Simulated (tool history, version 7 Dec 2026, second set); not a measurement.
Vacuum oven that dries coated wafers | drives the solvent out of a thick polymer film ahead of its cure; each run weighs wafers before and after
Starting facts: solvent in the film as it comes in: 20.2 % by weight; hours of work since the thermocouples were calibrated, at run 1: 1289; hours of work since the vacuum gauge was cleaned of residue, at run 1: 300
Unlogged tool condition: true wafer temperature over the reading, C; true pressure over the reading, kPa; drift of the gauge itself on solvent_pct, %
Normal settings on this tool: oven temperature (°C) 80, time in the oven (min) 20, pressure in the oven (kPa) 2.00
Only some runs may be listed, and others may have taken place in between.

run   hour  oven temperature (°C)  time in the oven (min)  pressure in the oven (kPa)  hours of work since the thermocouples were calibrated  hours of work since the vacuum gauge was cleaned of residue  solvent left in the film (%)
  1    0.0                     80                      20                        2.00                                                   1289                                                          300                          1.47
  2    7.0                     80                      20                        2.00                                                   1295                                                          306                          1.45
  3   15.6                     80                      20                        2.00                                                   1301                                                          313                          1.43
  4   24.4                     73                      20                        2.00                                                   1308                                                          320                          3.40
  5   30.2                     82                      20                        2.00                                                   1313                                                          324                          1.11
  6   36.1                     82                      20                        2.00                                                   1317                                                          329                          1.11
  7   44.7                     82                      20                        2.00                                                   1324                                                          336                          1.10
  8   52.9                     80                      20                        2.00                                                   1331                                                          342                          1.47
  9   61.1                     80                      20                        1.28                                                   1337                                                          348                          1.26
 10   70.1                     80                      20                        2.00                                                   1344                                                          356                          1.45
 11   76.1                     74                      20                        2.00                                                   1349                                                          360                          3.08
 12   88.8                     74                      20                        2.00                                                   1359                                                          370                          3.05
      91.4  -- oven's thermocouples calibrated
 13   99.8                     74                      20                        2.00                                                      7                                                          377                          2.94
 14  112.9                     74                      20                        2.00                                                     17                                                          388                          2.93
     121.7  -- oven's thermocouples calibrated, once more
 15  124.2                     74                      20                        2.00                                                      2                                                          395                          3.25
 16  134.1                     80                      20                        2.00                                                     10                                                          403                          1.56
 17  146.9                     80                      18                        2.00                                                     20                                                          413                          1.89
 18  155.3                     80                      18                        2.00                                                     26                                                          419                          1.87
 19  166.4                     80                      18                        2.00                                                     35                                                          428                          1.83
 20  172.4                     80                      28                        2.00                                                     40                                                          433                          0.89
 21  179.3                     80                      28                        1.33                                                     45                                                          438                          0.73
 22  186.7                     70                      20                        2.00                                                     51                                                          444                          4.79
 23  192.6                     70                      20                        2.00                                                     56                                                          449                          4.76
 24  204.4                     76                      20                        2.00                                                     65                                                          458                          2.54
 25  211.4                     94                      25                        1.01                                                     71                                                          464                          0.16
 26  219.8                     94                      25                        1.01                                                     77                                                          470                          0.22
 27  226.6                     94                      25                        1.01                                                     83                                                          476                          0.21
 28  239.4                     90                      25                        1.01                                                     93                                                          486                          0.23
 29  245.4                     88                      11                        4.27                                                     97                                                          490                          2.00
 30  252.7                     80                      20                        5.07                                                    103                                                          496                          2.35
 31  258.6                     93                      20                        1.14                                                    108                                                          501                          0.22
 32  272.2                     93                      20                        1.14                                                    118                                                          511                          0.22
 33  278.4                     93                      20                        1.14                                                    123                                                          516                          0.22
 34  289.0                     80                      27                        5.95                                                    132                                                          525                          2.02
 35  294.9                     80                      27                        5.95                                                    136                                                          529                          1.98
 36  302.0                     87                      16                        4.83                                                    142                                                          535                          1.47
 37  309.9                     93                      20                        5.51                                                    148                                                          541                          0.97
 38  320.7                     80                      15                        2.00                                                    157                                                          550                          2.51
 39  331.5                     82                      20                        1.41                                                    165                                                          558                          1.00

Run 40 is up next; what results do you expect?
 40  341.5                     82                      20                        1.41                                                    173                                                          566                             ?

Run 40 measured solvent left in the film (%) 1.02.
Were there no unlogged condition in the tool, this run, its random variation unchanged, would have produced solvent left in the film (%) 1.04.
